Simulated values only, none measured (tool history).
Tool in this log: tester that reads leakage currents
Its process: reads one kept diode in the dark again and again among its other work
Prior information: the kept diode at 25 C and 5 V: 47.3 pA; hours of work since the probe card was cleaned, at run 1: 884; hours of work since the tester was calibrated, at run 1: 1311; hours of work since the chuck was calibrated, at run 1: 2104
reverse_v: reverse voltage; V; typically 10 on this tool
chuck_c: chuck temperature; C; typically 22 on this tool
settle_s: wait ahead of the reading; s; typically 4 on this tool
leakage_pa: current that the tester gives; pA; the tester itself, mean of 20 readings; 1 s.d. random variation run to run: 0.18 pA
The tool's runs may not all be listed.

run	day	reverse_v	chuck_c	settle_s	hours of work since the probe card was cleaned	hours of work since the tester was calibrated	hours of work since the chuck was calibrated	leakage_pa
1	0	10	22	4	884	1311	2104	57.29
2	0.788	10	22	4	896	1323	2116	57.18
3	1.783	10	22	4	911	1338	2131	57
4	3.179	1.8	22	4	932	1359	2152	19.96
5	4.683	1.8	22	4	954	1382	2174	20.01
6	5.929	10	22	4	973	1400	2193	57.68
7	6.979	10	22	4	989	1416	2209	57.61
8	8.258	10	22	4	1008	1435	2228	57.51
9	8.921	10	22	4	1018	1445	2238	57.52
10	10.142	10	22	4	1037	1464	2257	57.64
11	11.617	10	22	4	1059	1486	2279	57.75
12	13.229	1.8	22	4	1083	1510	2303	20.13
13	14.704	13.3	56	4	1105	1533	2325	665.13
14	16.158	10	50	1.83	1127	1554	2347	387.34
15	17.408	2.2	50	1.83	1146	1573	2366	159.33
16	18.75	19.4	49	1.83	1166	1594	2386	534.76
17	19.438	19.4	25	2.61	1177	1604	2397	109.29
18	20.975	9.9	22	1.78	1200	1627	2420	58.12
19	22.333	9.9	22	1.78	1220	1648	2440	58.59
# day 23.208: chuck's temperature calibrated
20	23.35	9.9	22	1.78	1234	1662	2	64.39
21	24.208	5.7	57	1.06	1247	1675	15	474.47
22	25.454	5.7	30	1.06	1266	1693	34	80.35
23	26.242	5.7	30	1.06	1278	1705	46	80.4
24	27.167	5.7	30	1.06	1292	1719	60	80.62

Alternative continuations, all from the tool just after run 24; predict every row:
A	28.6	5.7	32	9.76	1314	1741	81	?
B	28.6	14.3	22	1.86	1314	1741	81	?
C	28.6	2.5	22	5	1314	1741	81	?

run	leakage_pa
A	91.73
B	82.49
C	27.56
What these runs would have given with no unlogged condition in the tool:
run	leakage_pa
A	86.07
B	70.42
C	25.25

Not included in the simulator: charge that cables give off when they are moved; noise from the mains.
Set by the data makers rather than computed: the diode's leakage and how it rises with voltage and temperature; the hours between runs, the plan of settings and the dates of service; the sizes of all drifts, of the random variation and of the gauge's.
